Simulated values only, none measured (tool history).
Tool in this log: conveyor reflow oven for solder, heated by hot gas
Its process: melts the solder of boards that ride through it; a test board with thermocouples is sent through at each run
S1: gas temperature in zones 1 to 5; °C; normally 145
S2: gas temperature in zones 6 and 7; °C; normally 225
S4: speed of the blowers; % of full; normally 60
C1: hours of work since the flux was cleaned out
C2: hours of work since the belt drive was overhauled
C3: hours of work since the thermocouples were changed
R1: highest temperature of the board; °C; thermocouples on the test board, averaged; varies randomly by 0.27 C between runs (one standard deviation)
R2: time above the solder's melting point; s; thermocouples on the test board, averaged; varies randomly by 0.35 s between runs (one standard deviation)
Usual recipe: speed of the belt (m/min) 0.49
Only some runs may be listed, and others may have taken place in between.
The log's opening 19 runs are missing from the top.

Run 20, hour 1227.5: usual settings but S1 152 °C, speed of the belt (m/min) 0.4, S4 55 % of full; C1 442; C2 407; C3 864. Result: R1 213.7 °C, R2 85 s.
At hour 1309.5: flux residue cleaned out of gas plates and filters.
Run 21, hour 1309.8: usual settings but S1 152 °C, S2 223 °C, speed of the belt (m/min) 0.4, S4 55 % of full; C1 0; C2 439; C3 897. Result: R1 213.4 °C, R2 85.7 s.
Run 22, hour 1388: usual settings but S1 155 °C, S2 222 °C, speed of the belt (m/min) 0.4, S4 81 % of full; C1 33; C2 472; C3 929. Result: R1 216.3 °C, R2 92.3 s.
Run 23, hour 1451.5: usual settings but S1 155 °C, S2 222 °C, speed of the belt (m/min) 0.4, S4 81 % of full; C1 59; C2 498; C3 956. Result: R1 216.5 °C, R2 90.8 s.
Run 24, hour 1495.5: usual settings but S1 155 °C, S2 233 °C, speed of the belt (m/min) 0.441, S4 81 % of full; C1 77; C2 516; C3 974. Result: R1 224.6 °C, R2 88.2 s.
Run 25, hour 1545.4: usual settings but S1 148 °C, S4 61 % of full; C1 98; C2 537; C3 995. Result: R1 211.5 °C, R2 64.3 s.
Run 26, hour 1590.8: usual settings but S1 148 °C, S4 61 % of full; C1 117; C2 556; C3 1014. Result: R1 211.9 °C, R2 63.9 s.
Run 27, hour 1678.5: usual settings but S1 150 °C, S2 228 °C; C1 154; C2 593; C3 1050. Result: R1 213.5 °C, R2 66.4 s.
Run 28, hour 1715.9: usual settings but S1 143 °C, S2 234 °C, speed of the belt (m/min) 0.459; C1 169; C2 608; C3 1066. Result: R1 219.6 °C, R2 74.5 s.
Run 29, hour 1753.7: usual settings but S1 136 °C, S2 237 °C, S4 64 % of full; C1 185; C2 624; C3 1081. Result: R1 219.7 °C, R2 67 s.
Run 30, hour 1811.3: usual settings but speed of the belt (m/min) 0.493; C1 209; C2 648; C3 1105. Result: R1 209.6 °C, R2 59.8 s.

4 ways to go on from here, each from the tool as it stands after run 30. What would each give?
Run A, hour 1859.1: usual settings but S2 238 °C, speed of the belt (m/min) 0.493, S4 76 % of full; C1 229; C2 668; C3 1125. Result: R1 ?, R2 ?.
Run B, hour 1859.1: usual settings but speed of the belt (m/min) 0.414, S4 69 % of full; C1 229; C2 668; C3 1125. Result: R1 ?, R2 ?.
Run C, hour 1859.1: usual settings but S2 217 °C; C1 229; C2 668; C3 1125. Result: R1 ?, R2 ?.
Run D, hour 1859.1: usual settings but S2 223 °C, speed of the belt (m/min) 0.397, S4 90 % of full; C1 229; C2 668; C3 1125. Result: R1 ?, R2 ?.

run     R1    R2
  A  223.7  72.6
  B  214.9  80.6
  C  202.5  51.8
  D  216.2  86.7
Without the tool's hidden state the same runs would have given:
run     R1    R2
  A  226.9  74.3
  B  217.6  82.9
  C  205.2  55.7
  D  218.8  88.9

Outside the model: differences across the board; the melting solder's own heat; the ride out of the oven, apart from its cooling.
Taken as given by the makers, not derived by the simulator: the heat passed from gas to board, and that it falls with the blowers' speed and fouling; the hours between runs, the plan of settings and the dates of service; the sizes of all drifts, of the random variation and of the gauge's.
